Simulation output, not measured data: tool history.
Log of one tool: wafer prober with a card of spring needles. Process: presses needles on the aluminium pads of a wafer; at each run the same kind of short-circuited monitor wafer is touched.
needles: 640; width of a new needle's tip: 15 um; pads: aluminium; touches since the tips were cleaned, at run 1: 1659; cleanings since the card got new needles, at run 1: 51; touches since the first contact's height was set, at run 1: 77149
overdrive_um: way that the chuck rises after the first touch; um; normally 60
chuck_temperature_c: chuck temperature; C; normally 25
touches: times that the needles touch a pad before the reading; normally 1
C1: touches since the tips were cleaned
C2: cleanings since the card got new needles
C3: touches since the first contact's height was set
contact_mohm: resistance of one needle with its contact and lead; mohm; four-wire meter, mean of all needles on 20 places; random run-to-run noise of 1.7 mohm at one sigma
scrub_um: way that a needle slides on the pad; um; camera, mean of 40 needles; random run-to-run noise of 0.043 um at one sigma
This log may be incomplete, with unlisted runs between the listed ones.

Run 1, hour 0.0: usual settings; C1 1659; C2 51; C3 77149. Result: contact_mohm 193 mohm, scrub_um 15.52 um.
At hour 14.7: tips cleaned on abrasive film.
Run 2, hour 25.4: usual settings but overdrive_um 77 um; C1 3364; C2 52; C3 85138. Result: contact_mohm 192 mohm, scrub_um 20.00 um.
At hour 32.9: tips cleaned on abrasive film.
At hour 51.3: tips cleaned on abrasive film.
Run 3, hour 55.8: usual settings but overdrive_um 77 um; C1 1414; C2 54; C3 94704. Result: contact_mohm 181 mohm, scrub_um 19.91 um.
At hour 70.7: tips cleaned on abrasive film.
At hour 75.9: height of the first contact set anew.
Run 4, hour 75.9: usual settings but overdrive_um 77 um; C1 1576; C2 55; C3 0. Result: contact_mohm 184 mohm, scrub_um 20.23 um.
At hour 89.5: tips cleaned on abrasive film.
At hour 106.6: tips cleaned on abrasive film.
Run 5, hour 111.9: usual settings but overdrive_um 77 um, chuck_temperature_c 90 C; C1 1676; C2 57; C3 11315. Result: contact_mohm 194 mohm, scrub_um 20.17 um.
At hour 125.8: tips cleaned on abrasive film.
Run 6, hour 138.9: usual settings but overdrive_um 77 um, chuck_temperature_c 90 C; C1 4154; C2 58; C3 19827. Result: contact_mohm 202 mohm, scrub_um 20.10 um.
At hour 142.2: tips cleaned on abrasive film.
At hour 160.2: tips cleaned on abrasive film.
Run 7, hour 168.9: usual settings but overdrive_um 77 um, chuck_temperature_c 90 C; C1 2736; C2 60; C3 29226. Result: contact_mohm 199 mohm, scrub_um 20.11 um.
At hour 177.9: tips cleaned on abrasive film.
At hour 195.6: tips cleaned on abrasive film.
Run 8, hour 207.9: usual settings but overdrive_um 77 um, chuck_temperature_c 90 C; C1 3917; C2 62; C3 41522. Result: contact_mohm 205 mohm, scrub_um 20.08 um.
At hour 212.2: tips cleaned on abrasive film.
At hour 229.7: tips cleaned on abrasive film.
At hour 248.1: tips cleaned on abrasive film.
Run 9, hour 248.1: usual settings but chuck_temperature_c 124 C; C1 0; C2 65; C3 54122. Result: contact_mohm 190 mohm, scrub_um 15.57 um.
At hour 266.2: tips cleaned on abrasive film.
At hour 282.7: tips cleaned on abrasive film.
Run 10, hour 288.9: usual settings but chuck_temperature_c 124 C; C1 1976; C2 67; C3 66974. Result: contact_mohm 207 mohm, scrub_um 15.58 um.
At hour 299.6: tips cleaned on abrasive film.
Run 11, hour 311.3: usual settings but chuck_temperature_c 124 C; C1 3690; C2 68; C3 74020. Result: contact_mohm 222 mohm, scrub_um 15.45 um.
At hour 317.3: tips cleaned on abrasive film.
At hour 334.0: tips cleaned on abrasive film.
Run 12, hour 342.7: usual settings but chuck_temperature_c 124 C; C1 2738; C2 70; C3 83875. Result: contact_mohm 217 mohm, scrub_um 15.55 um.
At hour 350.5: tips cleaned on abrasive film.
At hour 366.8: tips cleaned on abrasive film.
Run 13, hour 367.4: usual settings but chuck_temperature_c 124 C; C1 207; C2 72; C3 91636. Result: contact_mohm 192 mohm, scrub_um 15.44 um.
At hour 383.3: tips cleaned on abrasive film.
At hour 397.9: height of the first contact set anew.
At hour 401.3: tips cleaned on abrasive film.
Run 14, hour 401.3: usual settings but chuck_temperature_c 124 C; C1 21; C2 74; C3 1057. Result: contact_mohm 190 mohm, scrub_um 15.76 um.
At hour 417.8: tips cleaned on abrasive film.
Run 15, hour 418.6: usual settings but touches 2; C1 231; C2 75; C3 6473. Result: contact_mohm 169 mohm, scrub_um 15.76 um.
At hour 435.9: tips cleaned on abrasive film.
At hour 454.1: tips cleaned on abrasive film.
Run 16, hour 454.1: usual settings but overdrive_um 55 um, chuck_temperature_c 69 C, touches 3; C1 0; C2 77; C3 17636. Result: contact_mohm 177 mohm, scrub_um 14.39 um.
At hour 472.9: tips cleaned on abrasive film.
At hour 490.0: tips cleaned on abrasive film.
Run 17, hour 490.0: usual settings but overdrive_um 55 um, chuck_temperature_c 69 C, touches 3; C1 0; C2 79; C3 28934. Result: contact_mohm 180 mohm, scrub_um 14.39 um.
At hour 507.3: tips cleaned on abrasive film.
Run 18, hour 511.5: usual settings but overdrive_um 57 um, chuck_temperature_c 83 C; C1 1333; C2 80; C3 35704. Result: contact_mohm 200 mohm, scrub_um 14.83 um.

For run 19, what comes out?
At hour 524.6: tips cleaned on abrasive film.
At hour 541.1: tips cleaned on abrasive film.
Run 19, hour 543.9: usual settings but overdrive_um 48 um, chuck_temperature_c 58 C, touches 3; C1 884; C2 82; C3 45889. Result: contact_mohm ?, scrub_um ?.

contact_mohm: 185 mohm
scrub_um: 12.42 um
With no hidden state in the tool, this same run would have given contact_mohm 176 mohm, scrub_um 12.58 um.
